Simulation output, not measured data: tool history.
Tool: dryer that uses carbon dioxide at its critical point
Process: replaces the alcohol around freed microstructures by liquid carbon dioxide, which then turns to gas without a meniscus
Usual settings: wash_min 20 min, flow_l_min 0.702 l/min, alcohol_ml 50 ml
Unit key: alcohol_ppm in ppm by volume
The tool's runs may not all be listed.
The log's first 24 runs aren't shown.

run   hour  wash_min  flow_l_min  alcohol_ml  hours of work since the filter was changed  hours of work since the purifier's bed was changed  alcohol_ppm
 25  227.3        23       0.809          71                                          95                                                 152           34
 26  233.9        23       0.809          45                                          97                                                 154           23
 27  242.9        23       0.846          70                                         101                                                 157           29
 28  253.2        20       0.831          95                                         105                                                 161           75
 29    262        26       0.792          50                                         108                                                 165           36
 30  270.7        21       0.687          43                                         111                                                 168           69
 31  281.2        13       0.702          50                                         115                                                 172          636
 32    287        13       0.702          50                                         117                                                 174          631
 33  293.6        29       0.702          41                                         120                                                 176           20
 34  301.7        29       0.702          41                                         123                                                 179           30
 35  309.2        20       0.858          50                                         125                                                 182           44
 36  320.9        27       0.551          39                                         130                                                 186           59
 37  333.3        27       0.551          39                                         134                                                 191           65
 38  343.2        25       0.744          68                                         138                                                 195           38
 39  354.7        20       0.772          27                                         142                                                 199           52

Below are 3 alternative next runs, each starting from the tool's condition after run 39. Predict each:
  A  365.7        20       0.772          60                                         146                                                 203            ?
  B  365.7        20       0.772          51                                         146                                                 203            ?
  C  365.7        29       0.702          52                                         146                                                 203            ?

run  alcohol_ppm
  A           93
  B           69
  C           41
Take away the tool's hidden state, keep each run's random variation, and the runs would have read:
run  alcohol_ppm
  A           41
  B           24
  C           22
